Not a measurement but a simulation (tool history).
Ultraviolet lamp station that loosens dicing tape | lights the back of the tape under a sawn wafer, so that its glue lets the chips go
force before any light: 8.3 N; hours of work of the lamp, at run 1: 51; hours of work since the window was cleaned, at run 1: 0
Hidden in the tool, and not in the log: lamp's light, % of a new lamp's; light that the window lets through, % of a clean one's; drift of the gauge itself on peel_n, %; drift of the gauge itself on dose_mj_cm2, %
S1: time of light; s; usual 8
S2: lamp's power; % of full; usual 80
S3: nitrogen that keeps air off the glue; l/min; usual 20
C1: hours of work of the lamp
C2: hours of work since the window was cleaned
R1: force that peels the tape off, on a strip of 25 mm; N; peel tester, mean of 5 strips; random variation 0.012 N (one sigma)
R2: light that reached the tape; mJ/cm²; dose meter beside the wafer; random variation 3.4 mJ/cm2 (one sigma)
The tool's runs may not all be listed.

Run 1, hour 0: usual settings; C1 51; C2 0. Result: R1 0.566 N, R2 542 mJ/cm².
Run 2, hour 14.2: usual settings; C1 59; C2 9. Result: R1 0.575 N, R2 543 mJ/cm².
Run 3, hour 33.6: usual settings; C1 71; C2 21. Result: R1 0.571 N, R2 541 mJ/cm².
Run 4, hour 65.9: usual settings but S3 8 l/min; C1 91; C2 40. Result: R1 0.987 N, R2 532 mJ/cm².
Run 5, hour 94.4: usual settings but S3 8 l/min; C1 108; C2 58. Result: R1 1.028 N, R2 537 mJ/cm².
Run 6, hour 123.9: usual settings; C1 126; C2 76. Result: R1 0.626 N, R2 531 mJ/cm².
Run 7, hour 147.9: usual settings but S2 99 % of full; C1 141; C2 90. Result: R1 0.403 N, R2 652 mJ/cm².
Run 8, hour 168.6: usual settings but S2 99 % of full; C1 154; C2 103. Result: R1 0.393 N, R2 650 mJ/cm².
Run 9, hour 201.2: usual settings but S2 99 % of full; C1 174; C2 123. Result: R1 0.42 N, R2 649 mJ/cm².
Run 10, hour 219.8: usual settings but S2 99 % of full; C1 185; C2 134. Result: R1 0.406 N, R2 637 mJ/cm².
Run 11, hour 252.5: usual settings but S2 99 % of full; C1 205; C2 154. Result: R1 0.416 N, R2 644 mJ/cm².
Run 12, hour 280.7: usual settings but S2 99 % of full; C1 222; C2 172. Result: R1 0.426 N, R2 634 mJ/cm².
Run 13, hour 301.2: usual settings but S2 99 % of full; C1 235; C2 184. Result: R1 0.426 N, R2 632 mJ/cm².
Run 14, hour 325: usual settings but S2 99 % of full; C1 249; C2 199. Result: R1 0.418 N, R2 633 mJ/cm².
Run 15, hour 349.4: usual settings but S2 99 % of full; C1 264; C2 214. Result: R1 0.444 N, R2 620 mJ/cm².
Run 16, hour 374.6: usual settings; C1 280; C2 229. Result: R1 0.689 N, R2 502 mJ/cm².
Run 17, hour 402.6: usual settings but S1 13 s; C1 297; C2 246. Result: R1 0.264 N, R2 808 mJ/cm².
Run 18, hour 428.9: usual settings but S1 13 s; C1 313; C2 262. Result: R1 0.276 N, R2 802 mJ/cm².
Run 19, hour 455.6: usual settings; C1 329; C2 279. Result: R1 0.712 N, R2 486 mJ/cm².
Run 20, hour 484.5: usual settings; C1 347; C2 296. Result: R1 0.703 N, R2 489 mJ/cm².
Run 21, hour 507: usual settings; C1 361; C2 310. Result: R1 0.699 N, R2 487 mJ/cm².
Run 22, hour 530: usual settings; C1 375; C2 324. Result: R1 0.742 N, R2 486 mJ/cm².
Run 23, hour 547.1: usual settings but S1 7 s, S2 97 % of full, S3 6 l/min; C1 385; C2 335. Result: R1 1.219 N, R2 506 mJ/cm².
Run 24, hour 564.8: usual settings but S1 5 s, S2 99 % of full, S3 6 l/min; C1 396; C2 345. Result: R1 2.036 N, R2 373 mJ/cm².
Run 25, hour 579.8: usual settings but S1 13 s, S2 93 % of full, S3 40 l/min; C1 405; C2 355. Result: R1 0.21 N, R2 901 mJ/cm².
Run 26, hour 609.6: usual settings but S2 68 % of full, S3 11 l/min; C1 423; C2 373. Result: R1 1.398 N, R2 407 mJ/cm².
Run 27, hour 641.5: usual settings but S3 6 l/min; C1 443; C2 392. Result: R1 1.472 N, R2 474 mJ/cm².
Run 28, hour 663.9: usual settings but S3 6 l/min; C1 456; C2 406. Result: R1 1.44 N, R2 474 mJ/cm².
Run 29, hour 679.9: usual settings but S1 6 s, S2 97 % of full, S3 33 l/min; C1 466; C2 416. Result: R1 0.794 N, R2 429 mJ/cm².
Run 30, hour 703.6: usual settings but S1 6 s, S2 97 % of full, S3 33 l/min; C1 481; C2 430. Result: R1 0.761 N, R2 424 mJ/cm².
Run 31, hour 726: usual settings but S1 12 s, S2 96 % of full, S3 7 l/min; C1 494; C2 444. Result: R1 0.452 N, R2 844 mJ/cm².
At hour 730.3: window cleaned of glue's vapour.
Run 32, hour 752.6: usual settings but S1 9 s, S2 62 % of full, S3 7 l/min; C1 510; C2 14. Result: R1 1.522 N, R2 434 mJ/cm².
Run 33, hour 779.7: usual settings but S1 9 s, S2 62 % of full, S3 7 l/min; C1 527; C2 30. Result: R1 1.544 N, R2 432 mJ/cm².
Run 34, hour 795.5: usual settings but S1 7 s, S2 62 % of full, S3 19 l/min; C1 537; C2 40. Result: R1 1.497 N, R2 336 mJ/cm².
Run 35, hour 824.7: usual settings but S1 9 s, S2 92 % of full; C1 554; C2 58. Result: R1 0.419 N, R2 628 mJ/cm².
Run 36, hour 851.7: usual settings but S1 6 s, S2 74 % of full, S3 11 l/min; C1 571; C2 74. Result: R1 1.831 N, R2 336 mJ/cm².
Run 37, hour 869.8: usual settings but S1 4 s, S3 11 l/min; C1 582; C2 85. Result: R1 2.824 N, R2 239 mJ/cm².
Run 38, hour 887: usual settings but S1 5 s, S2 73 % of full, S3 18 l/min; C1 593; C2 96. Result: R1 1.929 N, R2 275 mJ/cm².
Run 39, hour 913.6: usual settings but S1 10 s, S2 74 % of full, S3 25 l/min; C1 609; C2 112. Result: R1 0.491 N, R2 558 mJ/cm².
Run 40, hour 928.7: usual settings but S1 10 s, S2 74 % of full, S3 25 l/min; C1 618; C2 121. Result: R1 0.498 N, R2 550 mJ/cm².
Run 41, hour 955.2: usual settings but S1 12 s, S2 73 % of full, S3 13 l/min; C1 634; C2 138. Result: R1 0.52 N, R2 650 mJ/cm².
Run 42, hour 970.6: usual settings but S1 12 s, S2 73 % of full, S3 13 l/min; C1 644; C2 147. Result: R1 0.519 N, R2 644 mJ/cm².

Measured less the same run without the tool's hidden state. The same run-to-run variation is in both; the gauge's scatter may not be:
run      R1    R2
  1  +0.026   -13
  2  +0.031   -15
  3  +0.035   -17
  4  +0.068   -21
  5   +0.08   -23
  6   +0.06   -27
  7   +0.04   -37
  8  +0.042   -40
  9  +0.049   -45
 10  +0.051   -47
 11  +0.057   -52
 12  +0.063   -56
 13  +0.066   -59
 14   +0.07   -62
 15  +0.077   -65
 16  +0.133   -56
 17  +0.035   -96
 18  +0.038  -100
 19  +0.159   -64
 20  +0.163   -69
 21  +0.169   -70
 22  +0.182   -73
 23   +0.28   -79
 24  +0.386   -60
 25  +0.015  -148
 26  +0.338   -70
 27  +0.364   -86
 28  +0.365   -88
 29  +0.237   -81
 30  +0.232   -84
 31  +0.131  -171
 32  +0.266   -54
 33   +0.28   -56
 34  +0.286   -45
 35  +0.093   -90
 36   +0.35   -50
 37  +0.427   -38
 38   +0.37   -43
 39  +0.128   -92
 40  +0.132   -93
 41  +0.142  -115
 42  +0.147  -117
